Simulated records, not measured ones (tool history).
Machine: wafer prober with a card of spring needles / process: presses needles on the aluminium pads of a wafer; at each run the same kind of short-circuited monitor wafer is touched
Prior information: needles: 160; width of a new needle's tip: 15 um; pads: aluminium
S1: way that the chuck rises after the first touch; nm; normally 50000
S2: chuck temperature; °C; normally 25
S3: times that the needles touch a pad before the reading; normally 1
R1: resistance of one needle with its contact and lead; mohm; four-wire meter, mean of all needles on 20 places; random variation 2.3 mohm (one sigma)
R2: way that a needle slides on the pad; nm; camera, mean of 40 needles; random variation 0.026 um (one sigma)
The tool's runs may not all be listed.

run	day	S1	S2	S3	R1	R2
1	0.000	50000	25	1	414	8320
# day 0.317: tips cleaned on abrasive film
# day 0.796: tips cleaned on abrasive film
# day 1.317: tips cleaned on abrasive film
2	1.454	38000	25	1	498	6240
# day 1.804: tips cleaned on abrasive film
# day 2.250: tips cleaned on abrasive film
# day 2.696: tips cleaned on abrasive film
3	2.783	38000	25	1	474	6210
# day 3.175: tips cleaned on abrasive film
# day 3.662: tips cleaned on abrasive film
4	3.892	38000	25	1	605	6130
# day 4.100: tips cleaned on abrasive film
# day 4.575: tips cleaned on abrasive film
# day 5.054: tips cleaned on abrasive film
5	5.258	38000	25	1	609	6060
# day 5.542: tips cleaned on abrasive film
# day 6.038: tips cleaned on abrasive film
6	6.062	38000	25	1	344	6100
# day 6.525: tips cleaned on abrasive film
# day 7.000: tips cleaned on abrasive film
7	7.358	47000	58	1	564	7540
# day 7.471: tips cleaned on abrasive film
# day 7.908: tips cleaned on abrasive film
# day 8.438: tips cleaned on abrasive film
# day 8.450: height of the first contact set anew
8	8.558	47000	58	1	418	7900
# day 8.879: tips cleaned on abrasive film
# day 9.325: tips cleaned on abrasive film
9	9.567	50000	48	1	492	8360
# day 9.783: tips cleaned on abrasive film
# day 10.262: tips cleaned on abrasive film
# day 10.700: tips cleaned on abrasive film
10	10.700	32000	74	2	310	5260
# day 11.183: tips cleaned on abrasive film
# day 11.650: tips cleaned on abrasive film
# day 12.112: tips cleaned on abrasive film
11	12.112	50000	68	2	289	8230
# day 12.571: tips cleaned on abrasive film
# day 13.054: tips cleaned on abrasive film
12	13.125	50000	68	2	329	8200

Predict each of these 4 candidate next runs independently; none follows another, all start after run 12:
# day 13.579: tips cleaned on abrasive film
# day 14.054: tips cleaned on abrasive film
A	14.400	50000	25	2	?	?
# day 13.579: tips cleaned on abrasive film
# day 14.054: tips cleaned on abrasive film
B	14.400	57000	68	2	?	?
# day 13.579: tips cleaned on abrasive film
# day 14.054: tips cleaned on abrasive film
C	14.400	33000	38	1	?	?
# day 13.579: tips cleaned on abrasive film
# day 14.054: tips cleaned on abrasive film
D	14.400	50000	25	2	?	?

run	R1	R2
A	434	8140
B	393	9320
C	875	5270
D	431	8140
What these runs would have given with no unlogged condition in the tool:
run	R1	R2
A	257	8390
B	264	9560
C	260	5520
D	255	8390
